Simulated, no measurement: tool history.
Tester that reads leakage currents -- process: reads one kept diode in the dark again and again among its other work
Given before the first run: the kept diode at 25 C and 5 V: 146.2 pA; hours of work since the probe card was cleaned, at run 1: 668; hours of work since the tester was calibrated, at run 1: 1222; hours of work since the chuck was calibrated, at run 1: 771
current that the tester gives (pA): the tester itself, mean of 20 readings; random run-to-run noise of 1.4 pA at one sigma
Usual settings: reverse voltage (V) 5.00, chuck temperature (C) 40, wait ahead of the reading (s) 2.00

run    hour  reverse voltage (V)  chuck temperature (C)  wait ahead of the reading (s)  hours of work since the probe card was cleaned  hours of work since the tester was calibrated  hours of work since the chuck was calibrated  current that the tester gives (pA)
  1     0.0                 5.00                     40                           2.00                                             668                                           1222                                           771                              500.09
  2   160.8                 5.00                     37                           2.00                                             737                                           1291                                           841                              400.61
  3   336.5                 5.00                     37                           2.00                                             813                                           1367                                           917                              402.51
  4   566.6                 5.00                     37                           2.00                                             913                                           1467                                          1016                              403.49
  5   724.3                 5.00                     37                           2.00                                             981                                           1535                                          1084                              403.70
      944.3  -- probe card cleaned and baked
  6   963.7                 5.00                     37                           2.00                                               8                                           1637                                          1187                              403.21
  7  1196.5                 5.00                     37                           2.00                                             109                                           1738                                          1287                              406.34
  8  1362.5                 5.00                     37                           2.00                                             181                                           1810                                          1359                              406.16
  9  1566.2                13.99                     36                           1.13                                             269                                           1898                                          1447                              571.90
 10  1759.7                13.99                     36                           1.13                                             353                                           1982                                          1531                              574.69
 11  1922.5                14.13                     52                           3.33                                             423                                           2052                                          1601                             1859.78
 12  2142.4                 9.27                     36                           3.06                                             518                                           2147                                          1696                              493.48

Run 13 comes next. What will it give?
 13  2317.9                 9.63                     29                           0.88                                             594                                           2223                                          1772                                   ?

{"run 13": {"current that the tester gives (pA)": 293.12}}
With the hidden condition absent and the run-to-run variation left alone, this run would have shown current that the tester gives (pA) 266.86.
